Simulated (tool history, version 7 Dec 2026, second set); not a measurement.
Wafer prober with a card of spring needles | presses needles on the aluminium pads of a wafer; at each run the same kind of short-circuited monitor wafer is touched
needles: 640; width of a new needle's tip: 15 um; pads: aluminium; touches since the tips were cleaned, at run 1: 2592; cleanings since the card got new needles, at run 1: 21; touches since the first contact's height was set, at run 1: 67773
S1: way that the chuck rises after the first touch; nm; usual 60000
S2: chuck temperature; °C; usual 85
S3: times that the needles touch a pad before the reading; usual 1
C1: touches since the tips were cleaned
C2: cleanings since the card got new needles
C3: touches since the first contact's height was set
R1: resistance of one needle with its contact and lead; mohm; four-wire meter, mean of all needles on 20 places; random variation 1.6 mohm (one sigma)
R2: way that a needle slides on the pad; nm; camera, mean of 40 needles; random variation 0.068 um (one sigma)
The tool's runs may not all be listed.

run	hour	S1	S2	S3	C1	C2	C3	R1	R2
1	0	60000	85	1	2592	21	67773	213	12970
# hour 1.5: tips cleaned on abrasive film
# hour 8.6: tips cleaned on abrasive film
# hour 15.7: tips cleaned on abrasive film
# hour 22.8: tips cleaned on abrasive film
# hour 29.9: tips cleaned on abrasive film
2	34.6	60000	85	1	2400	26	85068	213	12990
# hour 36.1: tips cleaned on abrasive film
# hour 41.8: tips cleaned on abrasive film
# hour 48.9: tips cleaned on abrasive film
# hour 56.1: tips cleaned on abrasive film
# hour 63.2: tips cleaned on abrasive film
# hour 68.9: tips cleaned on abrasive film
3	73.3	60000	85	1	2246	32	104337	212	12930
# hour 74.8: tips cleaned on abrasive film
# hour 81.9: tips cleaned on abrasive film
# hour 89: tips cleaned on abrasive film
# hour 96.1: tips cleaned on abrasive film
# hour 101.8: tips cleaned on abrasive film
4	105.7	60000	85	3	1972	37	120493	182	12730
# hour 108.6: tips cleaned on abrasive film
# hour 115.7: tips cleaned on abrasive film
# hour 121.4: tips cleaned on abrasive film
# hour 127.1: tips cleaned on abrasive film
5	130.6	60000	40	3	1774	41	132906	172	12710
# hour 133.5: tips cleaned on abrasive film
# hour 139.2: tips cleaned on abrasive film
# hour 144.9: tips cleaned on abrasive film
6	147.8	60000	40	3	1497	44	141494	172	12560
# hour 150.7: tips cleaned on abrasive film
# hour 156.4: tips cleaned on abrasive film
# hour 158.1: height of the first contact set anew
# hour 162.4: tips cleaned on abrasive film
# hour 169.6: tips cleaned on abrasive film
# hour 175.3: tips cleaned on abrasive film
7	180	57000	85	1	2415	49	10926	219	12780
# hour 181.5: tips cleaned on abrasive film
# hour 188.6: tips cleaned on abrasive film
# hour 195.7: tips cleaned on abrasive film
# hour 202.8: tips cleaned on abrasive film
# hour 208.5: tips cleaned on abrasive film
8	211	57000	85	1	1254	54	26367	199	12590
# hour 215.3: tips cleaned on abrasive film
# hour 221: tips cleaned on abrasive film
# hour 228.1: tips cleaned on abrasive film
# hour 233.8: tips cleaned on abrasive film
9	236.4	66000	85	1	1319	58	39034	193	14580
# hour 240.7: tips cleaned on abrasive film
# hour 247.8: tips cleaned on abrasive film
# hour 253.5: tips cleaned on abrasive film
# hour 259.2: tips cleaned on abrasive film
# hour 264.9: tips cleaned on abrasive film
# hour 270.6: tips cleaned on abrasive film
10	274.4	60000	85	1	1938	64	57993	213	13080
# hour 277.3: tips cleaned on abrasive film
# hour 283: tips cleaned on abrasive film
# hour 288.7: tips cleaned on abrasive film
# hour 295.8: tips cleaned on abrasive film
# hour 302.9: tips cleaned on abrasive film
# hour 310: tips cleaned on abrasive film
11	311.3	60000	53	1	616	70	76340	185	12930
# hour 317: tips cleaned on abrasive film
# hour 322.7: tips cleaned on abrasive film
# hour 328.4: tips cleaned on abrasive film
# hour 334.1: tips cleaned on abrasive film
# hour 341.2: tips cleaned on abrasive film
# hour 346.9: tips cleaned on abrasive film
12	347.2	60000	53	3	159	76	94230	161	12860
# hour 352.9: tips cleaned on abrasive film
# hour 358.6: tips cleaned on abrasive film
# hour 364.3: tips cleaned on abrasive film
# hour 370: tips cleaned on abrasive film
13	372.8	60000	53	3	1429	80	107006	178	12730
# hour 375.7: tips cleaned on abrasive film
# hour 381.4: tips cleaned on abrasive film
# hour 387.1: tips cleaned on abrasive film
# hour 392.8: tips cleaned on abrasive film
14	393.6	60000	53	3	408	84	117333	172	12710
# hour 399.3: tips cleaned on abrasive film
# hour 405: tips cleaned on abrasive film
# hour 412.1: tips cleaned on abrasive film
# hour 419.2: tips cleaned on abrasive film
15	420.1	43000	53	1	464	88	130563	217	8650
# hour 425.8: tips cleaned on abrasive film
# hour 431.5: tips cleaned on abrasive film
# hour 438.6: tips cleaned on abrasive film
# hour 444.3: tips cleaned on abrasive film
16	445.8	40000	79	3	732	92	143351	201	8050
# hour 450.1: tips cleaned on abrasive film
# hour 451.8: height of the first contact set anew
# hour 456.1: tips cleaned on abrasive film
# hour 461.8: tips cleaned on abrasive film
# hour 468.9: tips cleaned on abrasive film
17	472.1	75000	85	1	1635	96	10146	191	16850
# hour 475: tips cleaned on abrasive film
# hour 480.7: tips cleaned on abrasive film
# hour 486.4: tips cleaned on abrasive film
# hour 492.1: tips cleaned on abrasive film
18	495.6	75000	113	2	1759	100	21832	182	16640
# hour 498.5: tips cleaned on abrasive film
# hour 504.2: tips cleaned on abrasive film
# hour 509.9: tips cleaned on abrasive film
# hour 515.6: tips cleaned on abrasive film
19	516.1	60000	31	1	291	104	32051	175	13190
# hour 521.8: tips cleaned on abrasive film
# hour 528.9: tips cleaned on abrasive film
# hour 534.6: tips cleaned on abrasive film
# hour 541.7: tips cleaned on abrasive film
20	544.7	60000	31	1	1486	108	46303	199	13170
# hour 547.6: tips cleaned on abrasive film
# hour 553.3: tips cleaned on abrasive film
# hour 560.4: tips cleaned on abrasive film
# hour 566.1: tips cleaned on abrasive film
# hour 573.2: tips cleaned on abrasive film
21	577.7	60000	113	1	2299	113	62787	235	12940
# hour 579.2: tips cleaned on abrasive film
# hour 584.9: tips cleaned on abrasive film
# hour 590.6: tips cleaned on abrasive film
# hour 596.3: tips cleaned on abrasive film
# hour 602: tips cleaned on abrasive film
22	602.2	60000	113	1	110	118	74953	182	12890
# hour 607.9: tips cleaned on abrasive film
# hour 613.6: tips cleaned on abrasive film
# hour 620.7: tips cleaned on abrasive film
23	626.1	55000	50	2	2727	121	86901	219	11670

Forecast each of these 4 alternatives for the next run:
# hour 627.6: tips cleaned on abrasive film
# hour 633.3: tips cleaned on abrasive film
# hour 639: tips cleaned on abrasive film
# hour 644.7: tips cleaned on abrasive film
# hour 651.8: tips cleaned on abrasive film
A	657.1	62000	123	1	2657	126	102325	?	?
# hour 627.6: tips cleaned on abrasive film
# hour 633.3: tips cleaned on abrasive film
# hour 639: tips cleaned on abrasive film
# hour 644.7: tips cleaned on abrasive film
# hour 651.8: tips cleaned on abrasive film
B	657.1	77000	85	1	2657	126	102325	?	?
# hour 627.6: tips cleaned on abrasive film
# hour 633.3: tips cleaned on abrasive film
# hour 639: tips cleaned on abrasive film
# hour 644.7: tips cleaned on abrasive film
# hour 651.8: tips cleaned on abrasive film
C	657.1	55000	52	2	2657	126	102325	?	?
# hour 627.6: tips cleaned on abrasive film
# hour 633.3: tips cleaned on abrasive film
# hour 639: tips cleaned on abrasive film
# hour 644.7: tips cleaned on abrasive film
# hour 651.8: tips cleaned on abrasive film
D	657.1	78000	94	1	2657	126	102325	?	?

run	R1	R2
A	247	13060
B	211	16440
C	222	11690
D	213	16820
Without the tool's hidden state the same runs would have given:
run	R1	R2
A	170	13790
B	157	17170
C	157	12430
D	161	17550
